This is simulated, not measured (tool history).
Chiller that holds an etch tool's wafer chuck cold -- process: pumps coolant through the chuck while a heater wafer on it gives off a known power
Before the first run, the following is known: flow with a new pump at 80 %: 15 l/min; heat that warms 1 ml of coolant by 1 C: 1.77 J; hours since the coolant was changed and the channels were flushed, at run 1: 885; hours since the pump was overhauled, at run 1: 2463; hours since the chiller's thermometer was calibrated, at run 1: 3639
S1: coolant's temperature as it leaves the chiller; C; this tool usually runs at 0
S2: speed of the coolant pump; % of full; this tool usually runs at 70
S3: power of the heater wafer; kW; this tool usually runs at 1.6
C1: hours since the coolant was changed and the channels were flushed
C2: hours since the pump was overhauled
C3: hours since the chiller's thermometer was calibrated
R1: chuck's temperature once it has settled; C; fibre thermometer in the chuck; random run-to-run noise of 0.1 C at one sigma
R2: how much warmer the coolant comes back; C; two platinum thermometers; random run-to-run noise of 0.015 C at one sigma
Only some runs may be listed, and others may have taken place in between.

run	hour	S1	S2	S3	C1	C2	C3	R1	R2
1	0	0	70	1.6	885	2463	3639	13.1	4.2
2	52.9	0	61	1.6	938	2516	3692	15	4.91
3	89.7	0	61	1.6	975	2553	3728	15.1	4.92
4	148.6	0	61	1.164	1034	2612	3787	10.9	3.6
5	193.2	0	85	1.6	1078	2657	3832	10.9	3.43
6	250.3	0	85	1.6	1135	2714	3889	10.9	3.48
7	296.3	0	85	1.6	1181	2760	3935	11	3.47
8	329.6	0	85	1.6	1215	2793	3968	10.9	3.5
9	363.8	0	85	1.6	1249	2827	4003	10.9	3.52
10	403.2	0	85	1.6	1288	2867	4042	10.9	3.53
11	446.5	0	85	1.6	1332	2910	4085	10.9	3.54
12	488.4	0	70	1.859	1374	2952	4127	15.2	5.02
13	519.4	1	70	1.808	1405	2983	4158	16.2	4.89
14	555.3	1	70	1.808	1441	3019	4194	15.8	4.97
15	607.3	1	70	1.808	1492	3071	4246	16	4.94
16	635.8	2	70	2.247	1521	3099	4275	20.8	6.12
17	675.5	2	70	2.247	1561	3139	4314	20.7	6.1

For run 18, what comes out?
18	720.2	3	73	1.284	1605	3184	4359	?	?

{"run 18": {"R1": 13.4, "R2": 3.45}}
Minus the tool's unlogged condition, the same run would have read R1 13.3 C, R2 3.21 C.

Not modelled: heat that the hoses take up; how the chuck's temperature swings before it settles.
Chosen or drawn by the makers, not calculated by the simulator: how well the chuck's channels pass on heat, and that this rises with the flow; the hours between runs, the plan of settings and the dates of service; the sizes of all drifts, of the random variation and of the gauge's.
